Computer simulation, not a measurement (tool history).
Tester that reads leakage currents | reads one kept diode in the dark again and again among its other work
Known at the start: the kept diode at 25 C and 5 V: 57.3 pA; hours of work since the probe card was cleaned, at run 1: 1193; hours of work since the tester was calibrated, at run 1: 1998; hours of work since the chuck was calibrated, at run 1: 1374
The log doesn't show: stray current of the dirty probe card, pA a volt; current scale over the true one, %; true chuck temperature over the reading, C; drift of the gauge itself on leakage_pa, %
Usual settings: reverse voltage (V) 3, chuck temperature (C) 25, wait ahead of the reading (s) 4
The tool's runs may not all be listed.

run,hour,reverse voltage (V),chuck temperature (C),wait ahead of the reading (s),hours of work since the probe card was cleaned,hours of work since the tester was calibrated,hours of work since the chuck was calibrated,current that the tester gives (pA)
1,0,3,25,4,1193,1998,1374,39.22
2,99.1,3,37,4,1266,2071,1446,109.04
3,224.5,3,25,4,1358,2163,1539,38.64
4,281.8,3,25,4,1400,2206,1581,38.57
5,368.3,3,25,4,1464,2269,1645,38.45
# hour 405.7: chuck's temperature calibrated
6,471.4,3,34,4,1538,2344,48,98.56
7,570.8,1.89,41,4,1612,2417,122,135.66
8,648.1,2.68,23,4,1669,2474,179,35.61
9,770.8,3.23,24,4,1759,2564,269,42.95
10,867.7,9.19,22,6.99,1830,2636,340,66.43
# hour 955.6: tester calibrated
11,979.5,2.42,50,1.45,1911,18,421,313.06
12,1074.7,18.99,39,0.31,1981,88,491,416.17

Forecast each of these 4 alternatives for the next run:
A,1154.3,12.42,25,0.49,2040,146,550,?
B,1154.3,18.99,39,3.14,2040,146,550,?
C,1154.3,8.34,47,4,2040,146,550,?
D,1154.3,2.75,31,1.81,2040,146,550,?

run,current that the tester gives (pA)
A,107.67
B,400.77
C,476.15
D,70.25
Without the tool's hidden state the same runs would have given:
run,current that the tester gives (pA)
A,99.95
B,401.35
C,491.28
D,71.19
